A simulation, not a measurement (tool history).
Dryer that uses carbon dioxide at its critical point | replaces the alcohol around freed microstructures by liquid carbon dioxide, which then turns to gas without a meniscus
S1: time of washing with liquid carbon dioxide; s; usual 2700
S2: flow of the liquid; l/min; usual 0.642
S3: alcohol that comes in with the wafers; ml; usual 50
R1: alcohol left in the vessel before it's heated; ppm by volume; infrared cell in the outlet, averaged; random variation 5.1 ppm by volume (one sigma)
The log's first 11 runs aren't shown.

run,hour,S1,S2,S3,R1
12,606.4,2700,0.642,50,150
13,649.8,2700,0.642,50,156
14,687.4,2700,0.642,50,164
15,752.2,2700,0.642,50,178
16,782.6,2700,0.642,50,180
17,843.1,2700,0.642,50,190
18,888.9,2700,0.642,50,195
19,929.1,2700,0.642,68,253
20,994.2,2700,0.642,68,262
# hour 1005.3: inlet filter changed
21,1042.9,1620,0.579,78,1227
22,1076.7,2460,0.837,23,87
23,1124.3,2460,0.705,81,179
24,1157.9,3180,0.401,96,665
25,1205.5,3180,0.401,96,676
26,1273.9,3360,0.900,49,89
27,1342.7,3360,0.900,49,90

The next listed run, before its measurement:
28,1398.5,3360,0.900,49,?

Run 28 gave R1 88 ppm by volume.
Without the tool's hidden state the same run would have given R1 2 ppm by volume.

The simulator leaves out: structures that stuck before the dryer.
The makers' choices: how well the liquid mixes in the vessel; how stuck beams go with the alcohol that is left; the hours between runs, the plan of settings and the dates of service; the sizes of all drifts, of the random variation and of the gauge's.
